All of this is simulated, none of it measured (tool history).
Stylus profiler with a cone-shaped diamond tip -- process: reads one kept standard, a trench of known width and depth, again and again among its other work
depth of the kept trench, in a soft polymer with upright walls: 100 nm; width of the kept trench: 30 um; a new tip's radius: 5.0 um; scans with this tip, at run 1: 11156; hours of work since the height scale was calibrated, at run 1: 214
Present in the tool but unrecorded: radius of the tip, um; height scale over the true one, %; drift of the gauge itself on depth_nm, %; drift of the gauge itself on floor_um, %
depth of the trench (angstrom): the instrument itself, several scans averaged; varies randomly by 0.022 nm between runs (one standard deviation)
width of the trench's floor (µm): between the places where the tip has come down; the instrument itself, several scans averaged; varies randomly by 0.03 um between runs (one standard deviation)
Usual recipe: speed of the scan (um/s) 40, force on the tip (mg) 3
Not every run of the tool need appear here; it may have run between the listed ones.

run	hour	speed of the scan (um/s)	force on the tip (mg)	scans with this tip	hours of work since the height scale was calibrated	depth of the trench (angstrom)	width of the trench's floor (µm)
1	0	40	3	11156	214	1009.7	27.9
2	54.2	40	3	11385	236	1009.8	27.85
3	174.9	40	3	11894	285	1010.2	27.89
4	256.6	22	3	12239	318	1009.8	27.96
5	337.9	22	3	12582	352	1009.6	27.93
6	421.9	22	3	12937	386	1009.9	27.91
7	510.7	22	3	13312	422	1009.9	27.92
8	623.3	22	3	13787	468	1010	27.92
9	712.7	64	3	14165	504	1009.9	27.84
10	839	12	3	14698	556	1010.3	27.99
11	919.2	12	3	15037	588	1010.4	27.98
12	1039.5	12	3	15545	637	1010.2	27.9
13	1123.8	40	2.24	15900	672	1008.2	27.86
14	1250	69	3	16433	723	1009.9	27.8
# hour 1269.4: new tip fitted, height scale calibrated
15	1344.6	69	2.1	317	31	1008	27.81
16	1464.7	69	2.1	824	80	1008.3	27.84
17	1536	40	3	1125	109	1010.3	27.95

Run 18 comes next. What will it give?
18	1595.6	31	8.84	1376	133	?	?

{"run 18": {"depth of the trench (angstrom)": 1020.6, "width of the trench's floor (µm)": 28.01}}
On a tool with no hidden condition, and with the same random variation, this run would have come out at depth of the trench (angstrom) 1020.6, width of the trench's floor (µm) 28.02.

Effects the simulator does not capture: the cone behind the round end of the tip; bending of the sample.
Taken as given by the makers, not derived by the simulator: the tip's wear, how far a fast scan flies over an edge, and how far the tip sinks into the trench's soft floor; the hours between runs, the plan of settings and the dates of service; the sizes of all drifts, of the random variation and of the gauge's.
